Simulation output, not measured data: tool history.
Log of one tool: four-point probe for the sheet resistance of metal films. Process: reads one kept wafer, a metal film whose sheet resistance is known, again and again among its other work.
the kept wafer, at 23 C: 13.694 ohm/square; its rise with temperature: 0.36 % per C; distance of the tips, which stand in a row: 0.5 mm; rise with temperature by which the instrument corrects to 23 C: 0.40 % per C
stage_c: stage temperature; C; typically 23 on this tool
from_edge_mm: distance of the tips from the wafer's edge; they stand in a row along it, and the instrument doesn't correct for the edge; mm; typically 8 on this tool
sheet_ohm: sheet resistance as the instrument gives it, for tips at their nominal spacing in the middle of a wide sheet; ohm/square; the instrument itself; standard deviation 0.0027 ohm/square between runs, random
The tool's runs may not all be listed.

run 1 hour=0.0 | stage_c=23 from_edge_mm=8 | sheet_ohm=13.722176
run 2 hour=16.2 | stage_c=23 from_edge_mm=8 | sheet_ohm=13.721074
run 3 hour=26.7 | stage_c=23 from_edge_mm=8 | sheet_ohm=13.723003
run 4 hour=37.2 | stage_c=23 from_edge_mm=49 | sheet_ohm=13.698627
run 5 hour=51.1 | stage_c=33 from_edge_mm=8 | sheet_ohm=13.677614
run 6 hour=67.6 | stage_c=23 from_edge_mm=8 | sheet_ohm=13.718420
run 7 hour=81.2 | stage_c=23 from_edge_mm=8 | sheet_ohm=13.722500
run 8 hour=91.9 | stage_c=23 from_edge_mm=8 | sheet_ohm=13.724769
run 9 hour=98.8 | stage_c=23 from_edge_mm=8 | sheet_ohm=13.724909
run 10 hour=115.3 | stage_c=23 from_edge_mm=8 | sheet_ohm=13.721003
run 11 hour=128.9 | stage_c=24 from_edge_mm=8 | sheet_ohm=13.718748
run 12 hour=139.6 | stage_c=23 from_edge_mm=37 | sheet_ohm=13.695034
run 13 hour=156.0 | stage_c=23 from_edge_mm=36 | sheet_ohm=13.694638
run 14 hour=172.0 | stage_c=23 from_edge_mm=7 | sheet_ohm=13.739232
run 15 hour=182.6 | stage_c=33 from_edge_mm=8 | sheet_ohm=13.676844
run 16 hour=194.3 | stage_c=23 from_edge_mm=8 | sheet_ohm=13.720216
run 17 hour=210.0 | stage_c=29 from_edge_mm=8 | sheet_ohm=13.695291
run 18 hour=219.5 | stage_c=29 from_edge_mm=8 | sheet_ohm=13.689765
run 19 hour=233.1 | stage_c=22 from_edge_mm=6 | sheet_ohm=13.748982
run 20 hour=241.8 | stage_c=33 from_edge_mm=12 | sheet_ohm=13.661311
run 21 hour=256.0 | stage_c=20 from_edge_mm=5 | sheet_ohm=13.787663
run 22 hour=269.8 | stage_c=20 from_edge_mm=5 | sheet_ohm=13.780715
run 23 hour=277.2 | stage_c=29 from_edge_mm=3 | sheet_ohm=13.871210
run 24 hour=286.4 | stage_c=29 from_edge_mm=63 | sheet_ohm=13.666247
run 25 hour=300.5 | stage_c=29 from_edge_mm=63 | sheet_ohm=13.667139
run 26 hour=316.7 | stage_c=22 from_edge_mm=4 | sheet_ohm=13.818712
run 27 hour=326.1 | stage_c=33 from_edge_mm=14 | sheet_ohm=13.659550
run 28 hour=335.7 | stage_c=29 from_edge_mm=39 | sheet_ohm=13.663577

Run 29, settings as shown, results not yet in. Your forecast:
run 29 hour=343.3 | stage_c=24 from_edge_mm=9 | sheet_ohm=?

Run 29 produced sheet_ohm 13.711026 ohm/square.
Had the tool carried no hidden state, the very same run would have given sheet_ohm 13.709857 ohm/square.

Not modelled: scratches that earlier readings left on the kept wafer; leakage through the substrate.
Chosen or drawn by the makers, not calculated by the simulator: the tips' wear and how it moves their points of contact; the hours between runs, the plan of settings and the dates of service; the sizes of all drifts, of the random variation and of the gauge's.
